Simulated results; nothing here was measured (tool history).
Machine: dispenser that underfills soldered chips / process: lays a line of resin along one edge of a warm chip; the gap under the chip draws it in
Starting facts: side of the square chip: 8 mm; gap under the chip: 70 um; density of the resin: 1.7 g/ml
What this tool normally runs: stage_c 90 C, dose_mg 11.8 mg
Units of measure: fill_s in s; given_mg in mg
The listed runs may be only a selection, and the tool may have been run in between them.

run	hour	stage_c	dose_mg	fill_s	given_mg
1	0	90	11.8	41.8	11.37
2	4.1	90	11.8	50.4	11.45
# hour 7.9: new syringe of resin
3	8.2	90	11.8	39.8	11.3
# hour 10.5: dispensing valve cleaned and set on the balance
4	12.9	90	11.8	47	11.79
5	16	90	11.8	52.7	11.65
# hour 18.4: new syringe of resin
6	20.1	92	11.8	40	11.81
7	23.8	84	11.8	60.6	11.58
# hour 27.6: new syringe of resin
8	28.1	90	11.8	39.2	11.71
9	31.3	90	11.8	45	11.62
10	35.1	90	11.8	52.8	11.73
# hour 37.3: new syringe of resin
11	39.7	90	11.8	44.5	11.61
12	41.6	90	10.6	48.4	10.43
13	43.6	90	10.6	51.6	10.44
# hour 46.6: new syringe of resin
14	47.2	90	11.8	40	11.68
15	51.6	90	11.8	48.1	11.61
16	54	90	11.8	52.8	11.64
# hour 56.1: new syringe of resin
17	58.6	90	11.8	44.6	11.53
18	62.8	90	11.8	52.9	11.52
19	64.8	90	11.8	57.3	11.52
# hour 65.3: new syringe of resin
20	68.3	81	15.1	62	14.76
21	70.4	104	14.8	29.5	14.48
22	72.6	76	12.8	90.2	12.57
# hour 74.7: new syringe of resin
23	75	84	10.2	51.1	9.98
24	77.1	80	10.7	65.4	10.41
25	80.8	104	15.1	30.5	14.63
26	83.1	75	12.3	99.9	12.02
# hour 84: new syringe of resin
27	87.3	83	14.7	57.4	14.24
28	89.4	83	14.7	63.1	14.35
29	91.3	93	11.1	49.1	10.79
# hour 93.4: new syringe of resin
30	95.8	94	12.9	36.5	12.5
31	99.9	94	12.9	44.4	12.43
# hour 102.9: new syringe of resin
32	103.1	94	12.9	33.8	12.54

Run 33 is up next; what results do you expect?
33	105.2	94	12.9	?	?

Run 33 produced fill_s 36.7 s, given_mg 12.39 mg.
If the tool had no hidden condition, the same run with the same run-to-run variation would have returned fill_s 34 s, given_mg 12.82 mg.
